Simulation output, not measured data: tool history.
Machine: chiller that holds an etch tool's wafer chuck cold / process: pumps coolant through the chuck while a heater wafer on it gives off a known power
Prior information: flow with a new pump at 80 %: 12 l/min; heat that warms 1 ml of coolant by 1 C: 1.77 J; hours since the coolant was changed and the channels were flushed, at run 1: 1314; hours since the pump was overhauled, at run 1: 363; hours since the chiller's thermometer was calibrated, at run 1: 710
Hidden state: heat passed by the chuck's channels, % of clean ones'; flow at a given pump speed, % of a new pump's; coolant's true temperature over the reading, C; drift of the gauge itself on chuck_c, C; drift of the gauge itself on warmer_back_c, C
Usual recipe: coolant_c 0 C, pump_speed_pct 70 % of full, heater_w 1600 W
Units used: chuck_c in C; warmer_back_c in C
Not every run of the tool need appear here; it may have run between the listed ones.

run,hour,coolant_c,pump_speed_pct,heater_w,hours since the coolant was changed and the channels were flushed,hours since the pump was overhauled,hours since the chiller's thermometer was calibrated,chuck_c,warmer_back_c
1,0.0,0,70,1600,1314,363,710,16.6,5.15
2,20.7,0,70,1600,1334,384,731,16.5,5.18
3,37.6,0,70,1349,1351,401,747,14.0,4.35
4,51.2,0,70,1600,1365,415,761,16.7,5.14
5,66.8,0,70,852,1380,430,777,8.8,2.71
6,88.5,0,60,852,1402,452,798,9.5,3.19
7,114.2,0,87,1600,1428,478,824,14.3,4.02
8,129.4,0,87,1600,1443,493,839,14.2,4.10
9,150.7,0,87,1600,1464,514,861,14.3,4.10
10,169.7,0,87,1600,1483,533,880,14.3,3.99
11,189.3,3,77,2227,1503,553,899,24.7,6.44
12,203.8,-10,92,1669,1517,567,914,4.5,4.00
13,216.4,-1,65,1600,1530,580,926,16.3,5.46
14,231.9,-1,65,1854,1546,595,942,19.2,6.40
15,261.3,-9,75,876,1575,625,971,-0.4,2.46
16,275.1,-9,91,1995,1589,638,985,8.3,4.78
17,295.3,-9,91,1995,1609,659,1005,8.5,4.80
18,313.5,-9,91,1995,1627,677,1023,8.6,4.77

Run 19 comes next. What will it give?
19,337.2,0,98,1021,1651,701,1047,?,?

Run 19 came out at chuck_c 8.4 C, warmer_back_c 2.12 C.
If the tool had no hidden condition, the same run with the same run-to-run variation would have returned chuck_c 8.4 C, warmer_back_c 2.34 C.
